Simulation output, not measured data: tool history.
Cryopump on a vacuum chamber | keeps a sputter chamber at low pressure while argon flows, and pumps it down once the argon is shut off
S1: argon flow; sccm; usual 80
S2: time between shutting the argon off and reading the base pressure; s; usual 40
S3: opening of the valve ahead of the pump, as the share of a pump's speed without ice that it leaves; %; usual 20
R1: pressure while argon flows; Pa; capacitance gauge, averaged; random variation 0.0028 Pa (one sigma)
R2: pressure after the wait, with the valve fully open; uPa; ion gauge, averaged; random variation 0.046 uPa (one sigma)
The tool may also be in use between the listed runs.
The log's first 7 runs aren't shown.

{"run": 8, "hour": 109.5, "S1": 80, "S2": 40, "S3": 20, "R1": 0.7048, "R2": 3.07}
{"run": 9, "hour": 119.5, "S1": 80, "S2": 40, "S3": 24, "R1": 0.5851, "R2": 3.09}
{"run": 10, "hour": 141.8, "S1": 80, "S2": 40, "S3": 24, "R1": 0.5899, "R2": 3.09}
{"run": 11, "hour": 160.3, "S1": 80, "S2": 40, "S3": 24, "R1": 0.5911, "R2": 3.09}
{"run": 12, "hour": 178.0, "S1": 80, "S2": 40, "S3": 24, "R1": 0.5862, "R2": 3.17}
{"run": 13, "hour": 190.3, "S1": 80, "S2": 40, "S3": 20, "R1": 0.7092, "R2": 3.2}
{"run": 14, "hour": 212.9, "S1": 80, "S2": 40, "S3": 20, "R1": 0.7022, "R2": 3.16}
{"run": 15, "hour": 231.7, "S1": 80, "S2": 40, "S3": 28, "R1": 0.5056, "R2": 3.23}
{"run": 16, "hour": 253.8, "S1": 80, "S2": 40, "S3": 53, "R1": 0.2721, "R2": 3.21}
{"run": 17, "hour": 266.7, "S1": 80, "S2": 40, "S3": 53, "R1": 0.2734, "R2": 3.14}
{"run": 18, "hour": 288.4, "S1": 80, "S2": 126, "S3": 20, "R1": 0.7066, "R2": 1.5}
{"run": 19, "hour": 303.1, "S1": 80, "S2": 126, "S3": 20, "R1": 0.707, "R2": 1.5}
{"run": 20, "hour": 320.9, "S1": 88, "S2": 23, "S3": 27, "R1": 0.579, "R2": 4.99}
{"run": 21, "hour": 333.9, "S1": 83, "S2": 54, "S3": 44, "R1": 0.3367, "R2": 2.56}
{"run": 22, "hour": 344.9, "S1": 83, "S2": 54, "S3": 44, "R1": 0.3383, "R2": 2.61}
{"run": 23, "hour": 359.0, "S1": 83, "S2": 54, "S3": 44, "R1": 0.3366, "R2": 2.56}
{"run": 24, "hour": 371.0, "S1": 83, "S2": 54, "S3": 44, "R1": 0.3369, "R2": 2.54}
{"run": 25, "hour": 380.6, "S1": 83, "S2": 39, "S3": 44, "R1": 0.3372, "R2": 3.24}
{"run": 26, "hour": 390.7, "S1": 53, "S2": 40, "S3": 20, "R1": 0.4674, "R2": 3.24}

Forecast run 27:
{"run": 27, "hour": 402.3, "S1": 64, "S2": 239, "S3": 56, "R1": "?", "R2": "?"}

R1: 0.2075 Pa
R2: 1.19 uPa
Without the tool's hidden state the same run would have given R1 0.2009 Pa, R2 0.72 uPa.
